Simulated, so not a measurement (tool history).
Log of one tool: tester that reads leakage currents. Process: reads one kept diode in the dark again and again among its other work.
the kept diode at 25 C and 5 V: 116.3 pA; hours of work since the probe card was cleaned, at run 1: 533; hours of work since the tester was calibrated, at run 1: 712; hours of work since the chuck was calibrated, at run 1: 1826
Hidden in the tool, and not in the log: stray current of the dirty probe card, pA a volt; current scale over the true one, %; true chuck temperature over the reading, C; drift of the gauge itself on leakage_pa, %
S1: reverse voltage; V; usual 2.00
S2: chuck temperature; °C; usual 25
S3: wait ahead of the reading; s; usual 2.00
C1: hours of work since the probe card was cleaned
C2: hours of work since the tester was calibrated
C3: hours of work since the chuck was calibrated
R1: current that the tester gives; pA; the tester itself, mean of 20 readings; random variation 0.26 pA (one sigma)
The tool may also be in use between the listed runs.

run,hour,S1,S2,S3,C1,C2,C3,R1
1,0.0,2.00,25,2.00,533,712,1826,90.12
2,18.1,2.00,25,2.00,544,723,1836,90.41
3,45.2,2.00,25,2.00,560,739,1853,90.46
4,73.4,2.00,25,2.00,577,756,1870,89.96
5,91.2,2.00,25,5.91,588,767,1880,90.27
6,126.7,2.00,25,5.91,609,788,1902,90.36
7,161.9,2.00,25,5.91,630,809,1923,90.28
8,197.5,2.00,25,5.91,651,830,1944,90.35
9,227.1,2.00,25,5.91,669,848,1962,90.89
10,265.5,2.00,25,2.00,692,871,1985,90.98
# hour 274.6: chuck's temperature calibrated
11,286.2,2.00,25,2.00,703,882,7,84.53
12,314.8,1.42,52,2.00,720,899,24,458.30
13,352.0,2.00,20,1.92,743,922,46,58.67
14,377.7,2.00,20,1.92,758,937,62,58.61
15,410.2,2.28,25,2.00,778,956,81,89.25
16,440.8,2.83,25,2.00,796,975,100,96.92
17,466.4,18.03,33,0.79,811,990,115,344.19
18,506.3,2.00,25,0.36,835,1014,139,86.96
19,531.5,2.00,25,0.36,850,1029,154,86.71
20,569.5,2.60,50,0.63,873,1052,177,506.25

Forecast run 21:
21,590.0,1.82,21,0.63,885,1064,189,?

Run 21 gave R1 62.16 pA.
Without the tool's hidden state the same run would have given R1 61.11 pA.
